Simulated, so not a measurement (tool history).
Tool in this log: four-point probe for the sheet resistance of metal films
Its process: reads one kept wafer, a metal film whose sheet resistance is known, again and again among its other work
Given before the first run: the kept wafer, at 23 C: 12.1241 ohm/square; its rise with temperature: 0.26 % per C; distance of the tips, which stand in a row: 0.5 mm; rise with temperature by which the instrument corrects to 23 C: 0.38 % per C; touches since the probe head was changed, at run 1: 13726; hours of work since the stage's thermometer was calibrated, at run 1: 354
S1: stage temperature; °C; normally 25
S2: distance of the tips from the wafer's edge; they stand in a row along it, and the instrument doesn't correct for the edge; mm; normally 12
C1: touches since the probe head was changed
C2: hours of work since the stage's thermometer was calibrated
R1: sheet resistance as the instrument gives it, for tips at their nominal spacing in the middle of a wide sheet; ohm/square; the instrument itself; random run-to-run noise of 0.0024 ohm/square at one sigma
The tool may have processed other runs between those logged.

run,hour,S1,S2,C1,C2,R1
1,0.0,25,12,13726,354,12.100169
2,27.6,25,12,14525,375,12.097636
3,52.5,25,55,15246,393,12.083494
4,74.7,25,12,15890,410,12.099243
5,101.8,25,12,16672,430,12.094799
6,119.1,25,12,17175,443,12.094528
7,141.1,30,12,17810,460,12.026646

Expected results for the next run?
8,158.2,25,4,18306,472,?

Run 8 produced R1 12.189147 ohm/square.
On a tool with no hidden condition, and with the same random variation, this run would have come out at R1 12.199573 ohm/square.

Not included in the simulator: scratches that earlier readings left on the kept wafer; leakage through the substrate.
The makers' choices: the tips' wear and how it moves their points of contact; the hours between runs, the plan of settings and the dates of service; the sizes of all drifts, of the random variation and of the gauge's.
